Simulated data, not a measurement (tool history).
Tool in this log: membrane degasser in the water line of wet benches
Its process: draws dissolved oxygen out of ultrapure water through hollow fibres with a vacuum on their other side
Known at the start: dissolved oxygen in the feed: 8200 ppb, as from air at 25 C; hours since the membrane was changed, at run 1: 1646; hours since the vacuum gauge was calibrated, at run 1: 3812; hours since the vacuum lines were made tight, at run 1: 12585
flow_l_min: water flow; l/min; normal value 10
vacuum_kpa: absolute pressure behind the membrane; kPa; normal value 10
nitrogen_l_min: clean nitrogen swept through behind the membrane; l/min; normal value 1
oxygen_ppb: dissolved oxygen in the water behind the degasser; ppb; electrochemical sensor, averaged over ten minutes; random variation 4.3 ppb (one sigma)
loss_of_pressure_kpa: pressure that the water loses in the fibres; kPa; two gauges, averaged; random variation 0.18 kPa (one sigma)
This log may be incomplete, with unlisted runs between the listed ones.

run,hour,flow_l_min,vacuum_kpa,nitrogen_l_min,hours since the membrane was changed,hours since the vacuum gauge was calibrated,hours since the vacuum lines were made tight,oxygen_ppb,loss_of_pressure_kpa
1,0,10,10,1,1646,3812,12585,452.9,33.55
2,35.4,10,10,0.78,1682,3847,12621,500.6,33.65
3,69.9,10,10,0.78,1716,3882,12655,492.9,33.8
4,112.6,10,10,0.78,1759,3924,12698,486.4,33.74
5,152,10,10,0.78,1798,3964,12738,492.9,33.7
6,179.1,10,10,1,1825,3991,12765,452.6,33.78
7,203.5,10,10,2.46,1850,4015,12789,355.3,33.66
8,227,10,10,1,1873,4039,12812,449,33.8
9,253,10,10,1,1899,4065,12838,454.2,33.85
10,298.9,10,10,1,1945,4111,12884,453.3,33.56
11,340.4,10,10,1,1987,4152,12926,456.7,33.95
12,373.4,10,10,1,2020,4185,12959,451.9,33.54
13,407.5,10,10,1,2054,4219,12993,451.8,33.96
14,444.7,10,16.8,1,2091,4257,13030,600.1,33.85
# hour 479.1: seals of the vacuum lines changed
15,479.7,10,16.8,1,2124,4289,1,581.3,33.46
16,520,10,16.8,1,2164,4330,41,581,33.86
17,542.4,11,20.2,1.53,2187,4352,63,609.7,36.99
18,578.4,7,9.1,0.93,2223,4388,99,251.6,23.85
19,611.6,7,9.1,0.6,2256,4421,133,300.3,23.86
20,652.2,7,9.1,0.6,2297,4462,173,301.7,23.93
21,686.3,14,10,2.51,2331,4496,207,560.2,47.13
22,716.3,10,10,0.78,2361,4526,237,476,33.88
# hour 719.6: vacuum gauge calibrated
23,753.1,11,16.7,0.61,2397,33,273,836.2,36.93
24,787,9,10,1.08,2431,67,307,372.9,30.53
25,821.5,16,7.2,0.63,2465,102,342,786.6,54.23
26,846.9,16,7.2,1.07,2491,127,367,716.7,54.35
27,870.3,10,6.7,1.82,2514,151,391,329.1,33.81
28,908.6,7,10.1,2.45,2552,189,429,193.4,23.7
29,951.1,10,10,0.52,2595,231,471,566.3,33.98
30,972.6,10,6.6,0.93,2616,253,493,375,33.72
# hour 993.7: vacuum gauge calibrated, once more
31,994,10,24.7,1.13,2637,0,514,684.9,33.99
32,1032.5,10,24.7,1.13,2676,39,552,686.6,33.95

Forecast each of these 4 alternatives for the next run:
A,1056,12,11.1,1.31,2699,62,576,?,?
B,1056,10,15.6,1,2699,62,576,?,?
C,1056,10,24.7,0.52,2699,62,576,?,?
D,1056,13,17.3,1.96,2699,62,576,?,?

run,oxygen_ppb,loss_of_pressure_kpa
A,549.2,40.87
B,558.2,33.83
C,1104,34.04
D,641.4,44.26
The same runs, with their run-to-run variation unchanged, on a tool lacking any hidden condition would have given:
run,oxygen_ppb,loss_of_pressure_kpa
A,538.6,40.53
B,549.2,33.54
C,1094.4,33.76
D,630.3,43.89

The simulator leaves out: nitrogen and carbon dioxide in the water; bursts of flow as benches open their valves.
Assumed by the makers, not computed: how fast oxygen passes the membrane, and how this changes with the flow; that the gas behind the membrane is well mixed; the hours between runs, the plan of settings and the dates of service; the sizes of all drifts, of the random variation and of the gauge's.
